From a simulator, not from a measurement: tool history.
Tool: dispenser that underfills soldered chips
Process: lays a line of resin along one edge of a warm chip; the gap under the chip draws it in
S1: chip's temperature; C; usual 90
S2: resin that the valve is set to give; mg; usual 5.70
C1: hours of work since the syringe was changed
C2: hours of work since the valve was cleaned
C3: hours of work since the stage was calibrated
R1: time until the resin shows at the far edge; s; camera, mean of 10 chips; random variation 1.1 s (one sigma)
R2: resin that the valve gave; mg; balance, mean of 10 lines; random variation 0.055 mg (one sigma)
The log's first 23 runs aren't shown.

{"hour": 88.9, "done": "new syringe of resin"}
{"run": 24, "hour": 88.9, "S1": 90, "S2": 6.01, "C1": 0, "C2": 55, "C3": 128, "R1": 106.9, "R2": 5.8}
{"run": 25, "hour": 92.6, "S1": 87, "S2": 5.8, "C1": 3, "C2": 58, "C3": 131, "R1": 137.8, "R2": 5.71}
{"run": 26, "hour": 96.6, "S1": 87, "S2": 5.8, "C1": 6, "C2": 61, "C3": 133, "R1": 148.3, "R2": 5.52}
{"run": 27, "hour": 99.7, "S1": 87, "S2": 5.8, "C1": 8, "C2": 63, "C3": 136, "R1": 160.8, "R2": 5.63}
{"hour": 101.4, "done": "new syringe of resin"}
{"run": 28, "hour": 102.8, "S1": 100, "S2": 5.11, "C1": 1, "C2": 65, "C3": 138, "R1": 75.1, "R2": 4.93}
{"run": 29, "hour": 107.2, "S1": 100, "S2": 5.11, "C1": 4, "C2": 68, "C3": 141, "R1": 84.7, "R2": 5.01}
{"run": 30, "hour": 112.6, "S1": 82, "S2": 4.91, "C1": 8, "C2": 72, "C3": 145, "R1": 214.7, "R2": 4.62}
{"hour": 113.9, "done": "new syringe of resin"}
{"run": 31, "hour": 117.7, "S1": 94, "S2": 4.94, "C1": 3, "C2": 76, "C3": 148, "R1": 103.3, "R2": 4.72}
{"run": 32, "hour": 122.4, "S1": 94, "S2": 4.94, "C1": 6, "C2": 79, "C3": 152, "R1": 118.3, "R2": 4.71}
{"run": 33, "hour": 124.9, "S1": 93, "S2": 4.94, "C1": 8, "C2": 81, "C3": 154, "R1": 132.1, "R2": 4.7}
{"hour": 126.4, "done": "new syringe of resin"}
{"run": 34, "hour": 128.5, "S1": 83, "S2": 6.79, "C1": 1, "C2": 83, "C3": 156, "R1": 151.1, "R2": 6.5}
{"run": 35, "hour": 132.0, "S1": 82, "S2": 6.38, "C1": 4, "C2": 86, "C3": 159, "R1": 172.9, "R2": 6.06}

Forecast each of these 5 alternatives for the next run:
{"run": "A", "hour": 135.2, "S1": 92, "S2": 6.58, "C1": 6, "C2": 88, "C3": 161, "R1": "?", "R2": "?"}
{"run": "B", "hour": 135.2, "S1": 82, "S2": 6.94, "C1": 6, "C2": 88, "C3": 161, "R1": "?", "R2": "?"}
{"run": "C", "hour": 135.2, "S1": 82, "S2": 4.9, "C1": 6, "C2": 88, "C3": 161, "R1": "?", "R2": "?"}
{"run": "D", "hour": 135.2, "S1": 103, "S2": 6.38, "C1": 6, "C2": 88, "C3": 161, "R1": "?", "R2": "?"}
{"run": "E", "hour": 135.2, "S1": 90, "S2": 6.22, "C1": 6, "C2": 88, "C3": 161, "R1": "?", "R2": "?"}

run=A R1=122.8 R2=6.19
run=B R1=187.4 R2=6.61
run=C R1=201.2 R2=4.74
run=D R1=77.9 R2=6.10
run=E R1=134.7 R2=5.94
Without the tool's hidden state the same runs would have given:
run=A R1=97.9 R2=6.48
run=B R1=149.8 R2=6.92
run=C R1=158.7 R2=4.97
run=D R1=62.0 R2=6.39
run=E R1=107.3 R2=6.22
